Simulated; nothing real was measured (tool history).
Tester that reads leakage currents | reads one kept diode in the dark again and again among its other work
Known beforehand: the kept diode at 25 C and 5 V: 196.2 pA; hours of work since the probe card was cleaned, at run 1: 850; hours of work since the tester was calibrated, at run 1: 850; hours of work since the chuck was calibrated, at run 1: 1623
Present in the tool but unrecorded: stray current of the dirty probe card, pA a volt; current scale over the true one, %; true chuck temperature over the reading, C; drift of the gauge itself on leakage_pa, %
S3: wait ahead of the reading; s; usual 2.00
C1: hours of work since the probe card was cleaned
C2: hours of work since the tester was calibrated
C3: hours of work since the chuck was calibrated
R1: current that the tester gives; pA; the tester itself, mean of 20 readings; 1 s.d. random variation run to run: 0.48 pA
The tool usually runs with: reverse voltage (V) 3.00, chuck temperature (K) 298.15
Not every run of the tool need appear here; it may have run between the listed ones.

{"run": 1, "hour": 0.0, "reverse voltage (V)": 3.0, "chuck temperature (K)": 298.15, "S3": 2.0, "C1": 850, "C2": 850, "C3": 1623, "R1": 186.1}
{"run": 2, "hour": 33.8, "reverse voltage (V)": 3.0, "chuck temperature (K)": 298.15, "S3": 2.0, "C1": 875, "C2": 875, "C3": 1649, "R1": 185.93}
{"run": 3, "hour": 61.2, "reverse voltage (V)": 3.0, "chuck temperature (K)": 298.15, "S3": 2.0, "C1": 895, "C2": 895, "C3": 1669, "R1": 185.77}
{"run": 4, "hour": 84.9, "reverse voltage (V)": 3.0, "chuck temperature (K)": 298.15, "S3": 2.0, "C1": 913, "C2": 913, "C3": 1687, "R1": 185.57}
{"run": 5, "hour": 112.0, "reverse voltage (V)": 10.68, "chuck temperature (K)": 298.15, "S3": 2.0, "C1": 934, "C2": 934, "C3": 1707, "R1": 321.59}
{"run": 6, "hour": 134.4, "reverse voltage (V)": 10.68, "chuck temperature (K)": 298.15, "S3": 2.0, "C1": 950, "C2": 950, "C3": 1724, "R1": 321.28}
{"hour": 140.0, "done": "probe card cleaned and baked"}
{"run": 7, "hour": 167.4, "reverse voltage (V)": 10.68, "chuck temperature (K)": 298.15, "S3": 2.0, "C1": 21, "C2": 973, "C3": 1747, "R1": 325.79}
{"run": 8, "hour": 209.8, "reverse voltage (V)": 10.68, "chuck temperature (K)": 298.15, "S3": 2.0, "C1": 52, "C2": 1005, "C3": 1778, "R1": 324.25}
{"run": 9, "hour": 228.7, "reverse voltage (V)": 4.23, "chuck temperature (K)": 298.15, "S3": 2.0, "C1": 66, "C2": 1019, "C3": 1792, "R1": 218.78}
{"run": 10, "hour": 252.7, "reverse voltage (V)": 4.23, "chuck temperature (K)": 305.15, "S3": 2.28, "C1": 84, "C2": 1037, "C3": 1810, "R1": 396.92}
{"run": 11, "hour": 281.0, "reverse voltage (V)": 3.16, "chuck temperature (K)": 301.15, "S3": 2.0, "C1": 106, "C2": 1058, "C3": 1832, "R1": 250.31}
{"run": 12, "hour": 317.3, "reverse voltage (V)": 18.85, "chuck temperature (K)": 314.15, "S3": 3.95, "C1": 133, "C2": 1085, "C3": 1859, "R1": 1559.4}

Some steps in R1, run to run, broken into two amounts with sign: the step expected even without the hidden condition (settings, incoming material, random variation), and the rest, left for the hidden condition together with whatever gauge scatter is not in both the measured and the hidden-condition-free result:
Run 11 -> 12: reverse voltage (V) 3.16 -> 18.85, chuck temperature (K) 301.15 -> 314.15, S3 2.00 -> 3.95. R1 +1309.09 pA: hidden state +189.63, all else +1119.46.
